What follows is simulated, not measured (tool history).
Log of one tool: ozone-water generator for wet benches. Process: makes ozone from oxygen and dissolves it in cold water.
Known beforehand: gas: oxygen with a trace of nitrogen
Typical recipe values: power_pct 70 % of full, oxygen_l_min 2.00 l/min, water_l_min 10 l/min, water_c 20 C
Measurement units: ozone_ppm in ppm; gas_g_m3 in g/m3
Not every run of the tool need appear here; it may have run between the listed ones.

run   hour  power_pct  oxygen_l_min  water_l_min  water_c  ozone_ppm  gas_g_m3
  1    0.0         70          2.00           10       20       10.7     146.1
  2   20.0         70          2.00           10       20       10.7     146.3
  3   37.1         70          2.00           10       20       10.8     145.4
  4   62.7         70          2.00           10       20       10.7     144.8
  5   89.9         70          2.00           10       20       10.6     145.0
  6  124.8         42          2.00           10       20        8.1     111.8
  7  155.7         42          2.00           10       22        7.9     112.0
  8  173.9         70          2.00           10       14       11.5     145.6
  9  200.8         70          2.00           15       20        7.2     144.7
 10  232.0         70          2.00           15       20        7.4     144.5
 11  266.1         70          2.00           15       20        7.3     146.0
 12  293.4         70          1.69           10       20       10.6     161.6
 13  313.8         70          2.00           10       20       10.6     143.3
 14  329.7         70          2.40           10       20       10.5     130.2
 15  351.4         70          2.40           10       20       10.6     130.4
     354.7  -- water thermometer calibrated
 16  388.5         56          2.00           10       20        9.4     129.5
 17  413.0         56          2.00           10       20        9.7     129.2
 18  438.8         70          2.00           10       28        9.4     146.0
 19  456.4         70          2.00           10       28        9.4     144.2
 20  487.9         70          1.43           10       20       10.5     178.7
 21  519.2         90          2.89            9       15       13.6     130.5
     531.0  -- water thermometer calibrated, once more
 22  551.9         64          2.37           10       13       11.3     125.6
 23  581.2         53          3.30           10       25        8.2      91.9
 24  612.7         53          3.30           10       25        8.1      93.5
 25  635.1         45          2.87           10       25        7.7      92.4
 26  669.3         45          2.87           14       15        6.7      92.8
 27  691.5         45          2.87           14       15        6.8      92.0
 28  724.3         45          1.37            8       15       10.9     144.8
 29  743.7         91          3.32           10       15       12.6     121.5
 30  770.4         91          3.32           10       15       12.6     120.2
 31  800.7         62          2.00           12       27        7.7     135.6
 32  823.1         62          2.00           12       27        7.8     135.3

How would selected steps in ozone_ppm from run to run divide? Give the signed amount a tool lacking its hidden state would still show from settings, what came in and random variation, and the signed amount left for the hidden state, including any gauge scatter that is not in both of the compared results.
Hidden conditions of the tool in this case: yield of the discharge, % of new electrodes'; contactor's efficiency, % of a clean one's; true water temperature over the reading, C; drift of the gauge itself on ozone_ppm, %; drift of the gauge itself on gas_g_m3, %.
Run 7 -> 8: power_pct 42 -> 70, water_c 22 -> 14. ozone_ppm +3.6 ppm: hidden state -0.3, all else +3.9.
Run 8 -> 9: water_l_min 10 -> 15, water_c 14 -> 20. ozone_ppm -4.3 ppm: hidden state +0.2, all else -4.5.
Run 20 -> 21: power_pct 70 -> 90, oxygen_l_min 1.43 -> 2.89, water_l_min 10 -> 9, water_c 20 -> 15. ozone_ppm +3.1 ppm: hidden state -0.3, all else +3.4.
Run 27 -> 28: oxygen_l_min 2.87 -> 1.37, water_l_min 14 -> 8. ozone_ppm +4.1 ppm: hidden state -0.2, all else +4.3.
Run 30 -> 31: power_pct 91 -> 62, oxygen_l_min 3.32 -> 2.00, water_l_min 10 -> 12, water_c 15 -> 27. ozone_ppm -4.9 ppm: hidden state +0.4, all else -5.3.

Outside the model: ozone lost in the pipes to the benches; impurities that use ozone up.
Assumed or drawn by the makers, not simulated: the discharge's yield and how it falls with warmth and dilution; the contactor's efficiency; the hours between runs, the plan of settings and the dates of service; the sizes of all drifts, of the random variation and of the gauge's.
